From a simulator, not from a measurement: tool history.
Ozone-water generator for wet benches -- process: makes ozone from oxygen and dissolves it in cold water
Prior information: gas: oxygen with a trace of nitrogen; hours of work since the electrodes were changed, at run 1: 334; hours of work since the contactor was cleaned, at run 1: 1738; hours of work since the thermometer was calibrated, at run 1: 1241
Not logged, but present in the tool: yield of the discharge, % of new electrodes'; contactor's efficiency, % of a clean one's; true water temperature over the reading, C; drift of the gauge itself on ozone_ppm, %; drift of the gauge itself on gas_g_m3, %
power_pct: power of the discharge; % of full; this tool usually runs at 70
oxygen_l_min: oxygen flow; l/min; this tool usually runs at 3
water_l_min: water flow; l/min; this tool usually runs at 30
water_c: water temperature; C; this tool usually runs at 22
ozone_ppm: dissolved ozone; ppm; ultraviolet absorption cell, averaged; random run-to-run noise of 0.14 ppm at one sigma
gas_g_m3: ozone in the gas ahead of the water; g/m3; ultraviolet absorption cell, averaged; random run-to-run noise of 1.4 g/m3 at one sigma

run   hour  power_pct  oxygen_l_min  water_l_min  water_c  hours of work since the electrodes were changed  hours of work since the contactor was cleaned  hours of work since the thermometer was calibrated  ozone_ppm  gas_g_m3
  1      0         70             3           30       22                                              334                                           1738                                                1241       16.6     263.8
  2     41         70          2.62           30       22                                              365                                           1769                                                1272       16.1     281.9
  3   62.7         70             3           30       22                                              381                                           1786                                                1288       16.6     264.3
  4  110.3         70             3           30       22                                              417                                           1822                                                1324       16.5     261.7
  5  157.5         70             3           30       22                                              453                                           1857                                                1360       16.5     263.2
  6  186.4         70             3           30       22                                              475                                           1879                                                1382       16.6     264.8
  7  221.4         85             3           30       22                                              502                                           1906                                                1408       18.3     292.4
  8  253.5         85             3           29       22                                              526                                           1930                                                1433       18.9     292.9
  9  305.6         85             3           29       22                                              566                                           1970                                                1472       18.9     292.2
 10  356.2         61             3           29       22                                              604                                           2008                                                1511       16.1     247.2
 11  388.9         61             3           29       22                                              629                                           2033                                                1535         16     244.6
 12  434.4         61             3           29       22                                              663                                           2067                                                1570       16.2     243.9
 13  459.8         48             3           31       22                                              682                                           2087                                                1589       13.3     216.5
 14  485.5         48             3           31       22                                              702                                           2106                                                1609       13.1     215.1
 15  535.2         48             3           31       22                                              740                                           2144                                                1646       13.2     214.2
 16    576         48          4.44           19       22                                              770                                           2175                                                1677       21.7     180.7

Estimate the outcome of run 17 from the log above:
 17  599.2         48          4.44           19       22                                              788                                           2192                                                1695          ?         ?

Logged for run 17: ozone_ppm 21.7 ppm, gas_g_m3 181.9 g/m3.
On a tool with no hidden condition, and with the same random variation, this run would have come out at ozone_ppm 21.7 ppm, gas_g_m3 184.1 g/m3.
